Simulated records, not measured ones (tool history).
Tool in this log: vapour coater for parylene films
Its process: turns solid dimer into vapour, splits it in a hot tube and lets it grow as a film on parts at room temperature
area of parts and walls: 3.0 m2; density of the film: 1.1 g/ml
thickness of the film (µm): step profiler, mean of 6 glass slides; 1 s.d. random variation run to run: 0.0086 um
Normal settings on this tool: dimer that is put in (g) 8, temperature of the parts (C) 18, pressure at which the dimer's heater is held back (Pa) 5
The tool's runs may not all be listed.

run	hour	dimer that is put in (g)	temperature of the parts (C)	pressure at which the dimer's heater is held back (Pa)	thickness of the film (µm)
1	0	8	18	5	1.497
2	38.4	8	18	5	1.507
3	74.2	8	18	5	1.48
4	102.9	8	18	5	1.484
5	130.7	8	18	3.86	1.549
6	175.3	8	18	5	1.497
7	214.7	8	18	5	1.474
8	239.9	6	18	5	1.115
9	273.3	8	18	5	1.484
10	321.5	8	18	5	1.486
11	344.6	8	18	3.94	1.532
12	369.2	8	18	3.94	1.547
13	402.9	8	18	3.94	1.534
14	450.5	8	18	5	1.445
15	489.5	8	20	5	1.356
16	517.9	11	20	5	1.872
17	560.1	11	17	5.51	2.034
18	588.4	4	17	5.4	0.749
19	614.1	4	17	5.4	0.731
20	661.9	4	17	3.86	0.78
21	688.7	12	18	10.27	1.909
22	720.9	12	18	10.27	1.909
23	754.7	12	18	10.27	1.914
24	790.3	12	18	10.27	1.899
25	819.3	12	18	10.27	1.905
26	853.1	8	11	3.81	1.932
27	881.3	8	11	3.81	1.93
# hour 916.2: trap's valve overhauled
28	916.2	6	22	5	0.973

Branching from run 28: 4 alternative next runs. What would each branch give?
A	957.9	13	14	11.75	?
B	957.9	6	23	5.32	?
C	957.9	8	19	2.66	?
D	957.9	12	13	6.98	?

run	thickness of the film (µm)
A	2.426
B	0.913
C	1.61
D	2.539
What these runs would have given with no unlogged condition in the tool:
run	thickness of the film (µm)
A	2.488
B	0.937
C	1.65
D	2.603
